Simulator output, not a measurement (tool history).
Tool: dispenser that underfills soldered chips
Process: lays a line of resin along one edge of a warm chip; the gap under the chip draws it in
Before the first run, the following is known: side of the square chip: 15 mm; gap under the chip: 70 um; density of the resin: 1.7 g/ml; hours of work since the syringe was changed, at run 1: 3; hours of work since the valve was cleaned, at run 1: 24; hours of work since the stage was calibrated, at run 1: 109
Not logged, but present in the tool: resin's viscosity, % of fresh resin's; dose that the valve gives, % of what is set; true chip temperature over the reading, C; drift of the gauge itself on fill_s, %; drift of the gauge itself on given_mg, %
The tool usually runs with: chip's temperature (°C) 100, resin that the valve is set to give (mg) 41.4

run   hour  chip's temperature (°C)  resin that the valve is set to give (mg)  hours of work since the syringe was changed  hours of work since the valve was cleaned  hours of work since the stage was calibrated  time until the resin shows at the far edge (s)  resin that the valve gave (mg)
  1    0.0                      100                                      41.4                                            3                                         24                                           109                                           235.6                           40.47
  2    4.5                      100                                      41.4                                            6                                         27                                           112                                           312.3                           40.66
  3    7.8                      100                                      41.4                                            8                                         29                                           114                                           384.4                           40.40
       8.4  -- new syringe of resin
  4   12.4                      100                                      41.4                                            3                                         32                                           118                                           246.0                           40.62
  5   16.8                      100                                      41.4                                            6                                         36                                           121                                           317.5                           40.29
      20.7  -- new syringe of resin
  6   21.7                      100                                      41.4                                            1                                         39                                           124                                           204.6                           40.55
  7   24.2                      100                                      41.4                                            3                                         41                                           126                                           237.6                           40.22
  8   27.6                      100                                      41.4                                            5                                         43                                           128                                           291.2                           40.28
  9   31.3                      100                                      41.4                                            8                                         46                                           131                                           362.5                           40.19
      33.0  -- new syringe of resin
 10   36.0                      100                                      41.4                                            2                                         49                                           134                                           222.4                           40.16
 11   38.8                      100                                      41.4                                            4                                         51                                           136                                           266.9                           39.94
 12   42.5                      100                                      41.4                                            7                                         54                                           139                                           338.2                           40.19
      45.0  -- new syringe of resin
 13   46.9                      100                                      41.4                                            1                                         57                                           142                                           208.0                           39.98
 14   50.7                      100                                      41.4                                            4                                         59                                           145                                           264.3                           39.94
 15   55.9                      100                                      41.4                                            8                                         63                                           148                                           361.2                           39.91
      57.1  -- new syringe of resin
 16   59.9                      100                                      41.4                                            2                                         66                                           151                                           216.6                           39.90
 17   64.6                      100                                      41.4                                            5                                         69                                           154                                           292.3                           39.60
      69.2  -- new syringe of resin
 18   69.3                      100                                      41.4                                            0                                         72                                           158                                           193.3                           39.43
 19   72.5                       97                                      46.1                                            2                                         75                                           160                                           257.8                           43.84
 20   75.7                      100                                      44.8                                            5                                         77                                           162                                           278.4                           42.28
 21   80.6                      107                                      50.5                                            8                                         81                                           166                                           269.6                           48.10
      81.4  -- new syringe of resin
 22   85.8                      107                                      50.5                                            3                                         84                                           169                                           182.0                           47.97
 23   89.6                       87                                      36.9                                            6                                         87                                           172                                           582.1                           35.07
 24   92.6                       87                                      39.2                                            8                                         89                                           174                                           672.7                           37.09
      93.4  -- new syringe of resin
 25   97.2                      103                                      35.4                                            3                                         92                                           177                                           218.1                           33.23
 26  102.0                       88                                      43.2                                            6                                         96                                           181                                           548.8                           40.49
     105.6  -- new syringe of resin
 27  106.3                       93                                      37.5                                            0                                         99                                           184                                           274.5                           35.42
 28  108.8                       93                                      37.5                                            2                                        100                                           186                                           320.3                           35.21
 29  112.8                       93                                      37.5                                            5                                        103                                           189                                           410.5                           34.79
 30  116.5                      106                                      42.0                                            8                                        106                                           191                                           284.4                           39.39
     117.7  -- new syringe of resin
 31  119.2                       88                                      52.1                                            1                                        108                                           193                                           345.7                           48.92
 32  123.5                       88                                      52.1                                            4                                        111                                           196                                           443.1                           48.60
 33  127.2                       88                                      52.1                                            7                                        114                                           199                                           559.6                           48.60
     129.6  -- new syringe of resin
 34  130.0                       88                                      52.1                                            0                                        115                                           201                                           326.5                           48.11
 35  134.5                       93                                      44.6                                            4                                        119                                           204                                           345.1                           41.29
 36  139.5                       93                                      44.6                                            7                                        122                                           207                                           464.2                           41.15

Consider 3 possible next runs. They are alternatives, not a sequence: every one starts from the tool as it was left by run 36. What does each give?
     141.7  -- new syringe of resin
  A  144.6                       90                                      40.7                                            2                                        126                                           211                                               ?                               ?
     141.7  -- new syringe of resin
  B  144.6                      105                                      48.4                                            2                                        126                                           211                                               ?                               ?
     141.7  -- new syringe of resin
  C  144.6                       93                                      38.9                                            2                                        126                                           211                                               ?                               ?

run  time until the resin shows at the far edge (s)  resin that the valve gave (mg)
  A                                           365.9                           37.37
  B                                           180.3                           44.92
  C                                           317.9                           35.94
With no hidden state in the tool, these same runs would have given:
run  time until the resin shows at the far edge (s)  resin that the valve gave (mg)
  A                                           303.5                           40.46
  B                                           150.6                           48.64
  C                                           262.7                           38.91
